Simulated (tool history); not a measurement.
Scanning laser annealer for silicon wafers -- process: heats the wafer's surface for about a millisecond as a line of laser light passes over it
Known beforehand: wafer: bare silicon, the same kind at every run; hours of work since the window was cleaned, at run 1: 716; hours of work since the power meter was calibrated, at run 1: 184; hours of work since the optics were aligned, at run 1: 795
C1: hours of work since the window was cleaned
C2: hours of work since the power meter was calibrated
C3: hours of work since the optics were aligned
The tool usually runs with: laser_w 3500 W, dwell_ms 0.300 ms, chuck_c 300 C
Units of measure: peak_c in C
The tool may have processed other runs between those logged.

{"run": 1, "day": 0.0, "laser_w": 3500, "dwell_ms": 0.3, "chuck_c": 300, "C1": 716, "C2": 184, "C3": 795, "peak_c": 1088}
{"run": 2, "day": 0.633, "laser_w": 3500, "dwell_ms": 0.3, "chuck_c": 300, "C1": 728, "C2": 195, "C3": 807, "peak_c": 1088}
{"run": 3, "day": 0.983, "laser_w": 3500, "dwell_ms": 0.3, "chuck_c": 300, "C1": 734, "C2": 201, "C3": 813, "peak_c": 1086}
{"run": 4, "day": 1.329, "laser_w": 3500, "dwell_ms": 0.299, "chuck_c": 300, "C1": 740, "C2": 207, "C3": 819, "peak_c": 1087}
{"run": 5, "day": 1.817, "laser_w": 3500, "dwell_ms": 0.3, "chuck_c": 300, "C1": 749, "C2": 216, "C3": 828, "peak_c": 1086}
{"run": 6, "day": 2.158, "laser_w": 3500, "dwell_ms": 0.3, "chuck_c": 300, "C1": 755, "C2": 222, "C3": 834, "peak_c": 1088}
{"run": 7, "day": 2.688, "laser_w": 3500, "dwell_ms": 0.275, "chuck_c": 300, "C1": 764, "C2": 231, "C3": 843, "peak_c": 1054}
{"run": 8, "day": 3.217, "laser_w": 3500, "dwell_ms": 0.379, "chuck_c": 300, "C1": 773, "C2": 241, "C3": 852, "peak_c": 1181}
{"run": 9, "day": 3.754, "laser_w": 3500, "dwell_ms": 0.264, "chuck_c": 300, "C1": 783, "C2": 250, "C3": 862, "peak_c": 1037}
{"run": 10, "day": 4.238, "laser_w": 3500, "dwell_ms": 0.3, "chuck_c": 273, "C1": 791, "C2": 259, "C3": 870, "peak_c": 1059}
{"run": 11, "day": 4.875, "laser_w": 3816, "dwell_ms": 0.3, "chuck_c": 300, "C1": 803, "C2": 270, "C3": 882, "peak_c": 1167}
{"run": 12, "day": 5.225, "laser_w": 3500, "dwell_ms": 0.3, "chuck_c": 300, "C1": 809, "C2": 276, "C3": 888, "peak_c": 1086}
{"run": 13, "day": 5.833, "laser_w": 3500, "dwell_ms": 0.3, "chuck_c": 300, "C1": 819, "C2": 287, "C3": 898, "peak_c": 1084}
{"run": 14, "day": 6.667, "laser_w": 3500, "dwell_ms": 0.3, "chuck_c": 300, "C1": 834, "C2": 301, "C3": 913, "peak_c": 1081}
{"day": 7.15, "done": "window over the wafer cleaned"}
{"run": 15, "day": 7.346, "laser_w": 3500, "dwell_ms": 0.3, "chuck_c": 300, "C1": 3, "C2": 312, "C3": 924, "peak_c": 1112}
{"run": 16, "day": 7.817, "laser_w": 3420, "dwell_ms": 0.3, "chuck_c": 300, "C1": 12, "C2": 320, "C3": 932, "peak_c": 1088}
{"run": 17, "day": 8.367, "laser_w": 3420, "dwell_ms": 0.3, "chuck_c": 300, "C1": 21, "C2": 330, "C3": 942, "peak_c": 1086}
{"run": 18, "day": 8.992, "laser_w": 3420, "dwell_ms": 0.3, "chuck_c": 277, "C1": 33, "C2": 341, "C3": 953, "peak_c": 1061}
{"run": 19, "day": 9.525, "laser_w": 3500, "dwell_ms": 0.3, "chuck_c": 300, "C1": 42, "C2": 350, "C3": 962, "peak_c": 1108}
{"run": 20, "day": 9.983, "laser_w": 3500, "dwell_ms": 0.3, "chuck_c": 300, "C1": 50, "C2": 359, "C3": 970, "peak_c": 1106}
{"run": 21, "day": 10.479, "laser_w": 3500, "dwell_ms": 0.3, "chuck_c": 300, "C1": 59, "C2": 367, "C3": 979, "peak_c": 1106}
{"run": 22, "day": 11.088, "laser_w": 3500, "dwell_ms": 0.3, "chuck_c": 332, "C1": 70, "C2": 378, "C3": 990, "peak_c": 1136}
{"day": 11.371, "done": "optics aligned, line set to its width"}
{"run": 23, "day": 12.017, "laser_w": 3500, "dwell_ms": 0.3, "chuck_c": 332, "C1": 82, "C2": 391, "C3": 11, "peak_c": 1129}
{"run": 24, "day": 12.75, "laser_w": 3577, "dwell_ms": 0.236, "chuck_c": 304, "C1": 95, "C2": 404, "C3": 24, "peak_c": 1031}
{"run": 25, "day": 13.429, "laser_w": 3222, "dwell_ms": 0.237, "chuck_c": 308, "C1": 107, "C2": 416, "C3": 36, "peak_c": 948}
{"run": 26, "day": 14.229, "laser_w": 3222, "dwell_ms": 0.237, "chuck_c": 308, "C1": 121, "C2": 430, "C3": 50, "peak_c": 952}
{"run": 27, "day": 14.917, "laser_w": 3222, "dwell_ms": 0.237, "chuck_c": 308, "C1": 133, "C2": 442, "C3": 63, "peak_c": 952}
{"run": 28, "day": 15.425, "laser_w": 3202, "dwell_ms": 0.236, "chuck_c": 308, "C1": 142, "C2": 451, "C3": 72, "peak_c": 949}
{"day": 15.833, "done": "optics aligned, line set to its width, once more"}
{"run": 29, "day": 16.354, "laser_w": 3388, "dwell_ms": 0.271, "chuck_c": 263, "C1": 155, "C2": 464, "C3": 9, "peak_c": 1009}
{"run": 30, "day": 16.733, "laser_w": 3586, "dwell_ms": 0.273, "chuck_c": 321, "C1": 162, "C2": 470, "C3": 16, "peak_c": 1117}
{"run": 31, "day": 17.112, "laser_w": 3402, "dwell_ms": 0.212, "chuck_c": 283, "C1": 169, "C2": 477, "C3": 23, "peak_c": 947}
{"run": 32, "day": 17.796, "laser_w": 3131, "dwell_ms": 0.333, "chuck_c": 283, "C1": 181, "C2": 489, "C3": 35, "peak_c": 1034}
{"run": 33, "day": 18.392, "laser_w": 3039, "dwell_ms": 0.3, "chuck_c": 313, "C1": 191, "C2": 500, "C3": 45, "peak_c": 1003}
{"run": 34, "day": 19.15, "laser_w": 3350, "dwell_ms": 0.237, "chuck_c": 293, "C1": 204, "C2": 513, "C3": 59, "peak_c": 977}
{"run": 35, "day": 19.596, "laser_w": 3350, "dwell_ms": 0.237, "chuck_c": 293, "C1": 212, "C2": 521, "C3": 66, "peak_c": 979}
{"run": 36, "day": 20.1, "laser_w": 3350, "dwell_ms": 0.237, "chuck_c": 293, "C1": 221, "C2": 530, "C3": 75, "peak_c": 977}
{"run": 37, "day": 20.588, "laser_w": 3350, "dwell_ms": 0.237, "chuck_c": 293, "C1": 230, "C2": 538, "C3": 84, "peak_c": 981}
{"run": 38, "day": 21.096, "laser_w": 3079, "dwell_ms": 0.3, "chuck_c": 287, "C1": 239, "C2": 547, "C3": 93, "peak_c": 984}
{"run": 39, "day": 21.438, "laser_w": 3749, "dwell_ms": 0.32, "chuck_c": 287, "C1": 245, "C2": 553, "C3": 99, "peak_c": 1190}
{"run": 40, "day": 21.846, "laser_w": 3500, "dwell_ms": 0.3, "chuck_c": 300, "C1": 252, "C2": 561, "C3": 106, "peak_c": 1111}
{"run": 41, "day": 22.608, "laser_w": 3842, "dwell_ms": 0.3, "chuck_c": 277, "C1": 266, "C2": 574, "C3": 120, "peak_c": 1178}

Some steps in peak_c, run to run, broken into two amounts with sign: the step expected even without the hidden condition (settings, incoming material, random variation), and the rest, left for the hidden condition together with whatever gauge scatter is not in both the measured and the hidden-condition-free result:
Hidden state present: light that passes the window, % of a clean one's; laser's true power over the reading, %; width of the line over the set one, %; drift of the gauge itself on peak_c, C.
Run 7 -> 8: dwell_ms 0.275 -> 0.379. peak_c +127 C: hidden state -8, all else +135.
Run 8 -> 9: dwell_ms 0.379 -> 0.264. peak_c -144 C: hidden state +7, all else -151.
Run 14 -> 15: window over the wafer cleaned. peak_c +31 C: hidden state +26, all else +5.
Run 28 -> 29: laser_w 3202 -> 3388, dwell_ms 0.236 -> 0.271, chuck_c 308 -> 263, optics aligned, line set to its width, once more. peak_c +60 C: hidden state +14, all else +46.
Run 30 -> 31: laser_w 3586 -> 3402, dwell_ms 0.273 -> 0.212, chuck_c 321 -> 283. peak_c -170 C: hidden state +3, all else -173.
Run 38 -> 39: laser_w 3079 -> 3749, dwell_ms 0.300 -> 0.320. peak_c +206 C: hidden state -5, all else +211.
